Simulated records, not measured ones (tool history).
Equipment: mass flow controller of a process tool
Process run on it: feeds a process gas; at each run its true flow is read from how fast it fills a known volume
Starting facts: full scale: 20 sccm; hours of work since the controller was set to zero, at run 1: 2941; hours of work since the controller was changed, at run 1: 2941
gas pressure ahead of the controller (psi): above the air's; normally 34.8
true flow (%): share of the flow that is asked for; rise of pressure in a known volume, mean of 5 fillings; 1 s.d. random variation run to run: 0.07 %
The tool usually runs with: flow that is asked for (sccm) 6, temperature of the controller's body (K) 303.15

| run | hour | flow that is asked for (sccm) | gas pressure ahead of the controller (psi) | temperature of the controller's body (K) | hours of work since the controller was set to zero | hours of work since the controller was changed | true flow (%) |
|---|---|---|---|---|---|---|---|
| 1 | 0.0 | 6 | 34.8 | 303.15 | 2941 | 2941 | 99.41 |
| 2 | 206.0 | 6 | 34.8 | 303.15 | 3086 | 3086 | 99.44 |
| 3 | 308.3 | 6 | 34.8 | 294.15 | 3158 | 3158 | 99.77 |
| 4 | 425.2 | 6 | 34.8 | 294.15 | 3240 | 3240 | 99.85 |
| 5 | 554.2 | 6 | 34.8 | 294.15 | 3331 | 3331 | 99.69 |
| 6 | 659.3 | 6 | 34.8 | 294.15 | 3404 | 3404 | 99.84 |
| 7 | 836.7 | 6 | 34.8 | 294.15 | 3529 | 3529 | 99.90 |
| 8 | 1008.5 | 6 | 34.8 | 294.15 | 3649 | 3649 | 99.72 |
| 9 | 1147.7 | 6 | 34.8 | 294.15 | 3747 | 3747 | 99.79 |
| 10 | 1283.1 | 6 | 34.8 | 294.15 | 3842 | 3842 | 99.89 |
| 11 | 1431.7 | 6 | 34.8 | 294.15 | 3947 | 3947 | 99.90 |
| 12 | 1546.3 | 4 | 29.0 | 306.15 | 4027 | 4027 | 99.92 |
| 13 | 1680.3 | 4 | 29.0 | 306.15 | 4121 | 4121 | 99.82 |
| 14 | 1899.9 | 6 | 26.0 | 305.15 | 4275 | 4275 | 99.14 |
| 15 | 2071.4 | 3 | 37.7 | 303.15 | 4396 | 4396 | 101.50 |
| 16 | 2220.8 | 3 | 37.7 | 303.15 | 4501 | 4501 | 101.63 |
| 17 | 2317.1 | 12 | 34.2 | 303.15 | 4568 | 4568 | 99.23 |
| 18 | 2545.0 | 12 | 21.0 | 301.15 | 4728 | 4728 | 98.72 |
| 19 | 2695.4 | 12 | 21.0 | 301.15 | 4834 | 4834 | 98.56 |
|  | 2716.4 | controller's zero set anew |
| 20 | 2879.2 | 12 | 33.8 | 301.15 | 114 | 4962 | 98.24 |
| 21 | 3036.0 | 6 | 34.8 | 305.15 | 224 | 5073 | 97.73 |
| 22 | 3210.1 | 6 | 34.8 | 305.15 | 347 | 5195 | 97.92 |

5 options for the next run, each taken on its own from the tool as it stands now. Forecast them:
| A | 3359.9 | 6 | 21.6 | 305.15 | 452 | 5300 | ? |
| B | 3359.9 | 6 | 24.7 | 303.15 | 452 | 5300 | ? |
| C | 3359.9 | 6 | 25.7 | 305.15 | 452 | 5300 | ? |
| D | 3359.9 | 6 | 30.7 | 303.15 | 452 | 5300 | ? |
| E | 3359.9 | 6 | 28.4 | 299.15 | 452 | 5300 | ? |

| run | true flow (%) |
|---|---|
| A | 97.14 |
| B | 97.24 |
| C | 97.47 |
| D | 97.69 |
| E | 97.48 |
With the hidden condition removed and each run's random variation left untouched, the same runs would have given:
| run | true flow (%) |
|---|---|
| A | 98.18 |
| B | 98.28 |
| C | 98.51 |
| D | 98.73 |
| E | 98.53 |
